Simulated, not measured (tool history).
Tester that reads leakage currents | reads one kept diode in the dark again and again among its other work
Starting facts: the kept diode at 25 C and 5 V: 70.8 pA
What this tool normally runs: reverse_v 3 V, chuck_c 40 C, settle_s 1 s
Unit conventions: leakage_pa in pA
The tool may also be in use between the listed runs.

run	day	reverse_v	chuck_c	settle_s	leakage_pa
1	0	3	40	1	182.71
2	0.875	3	40	7.99	181.37
3	2.417	3	40	0.47	183.52
4	3.217	3	40	0.47	182.77
5	4.017	3	40	3.77	181.89
6	5.246	3	40	1	181.95
7	6.571	1.68	40	1	128.49
8	7.562	3	40	1.68	181.59
9	8.829	3	40	1.68	181.7
10	10.4	3	40	1.68	180.15
11	11.958	1.14	40	1	100.9
12	12.967	7.65	40	1	318.67
13	14.4	7.65	40	1	318.17
14	15.375	3	30	1	80.46
15	16.246	4.31	30	1	100.7
16	17.375	4.31	30	1	100.61
17	18.075	4.31	30	1	100.55
18	19.275	4.31	30	1	100.24
19	20.375	4.31	30	1	100.5
20	21.562	4.31	30	1	100.1
21	22.6	4.31	30	1	100.54
22	23.579	4.31	30	1	100.07
23	24.404	1.36	45	0.53	164.11
24	25.104	3	32	1	94.17
25	26.258	2.1	21	1.47	30.24
26	27.462	3.73	40	1.55	203.44
27	29.062	1.57	21	1	25.18
28	30.517	1.57	21	1	25.5
29	31.592	1.57	21	1	25.41
30	33.117	1.29	21	1	22.23
31	34.221	4.94	40	1	238.88
32	35.15	2.81	40	0.69	171.5
33	36.275	10.62	40	2.36	380.47
34	37.571	1.56	24	1.82	32.17
35	38.429	1.56	32	0.45	63.58
36	39.779	1.25	29	1.6	42.49
37	40.992	3	42	1.87	208.13
38	41.704	3	42	1.87	208.36
39	42.904	3	42	1.87	207.57
40	43.892	3	42	1.87	207.21
41	44.604	7.83	29	1.87	133.12

Not shown: 2 entries that the log had between the listed runs. Between which runs, and how does the tool's hidden state differ before and after?
From run 28 to run 29: tester calibrated (day 30.754)
  stray current of the dirty probe card, pA a volt: 0.554 -> 0.567; current scale over the true one, %: -0.75 -> -1.11; true chuck temperature over the reading, C: -0.27 -> -0.28
  measured less the result without the state, leakage_pa: +0.05 -> -0.04 pA
From run 36 to run 37: tester calibrated, once more (day 40.133)
  stray current of the dirty probe card, pA a volt: 0.676 -> 0.692; current scale over the true one, %: -1.19 -> 0; true chuck temperature over the reading, C: -0.37 -> -0.38
  measured less the result without the state, leakage_pa: -1.03 -> -4.21 pA
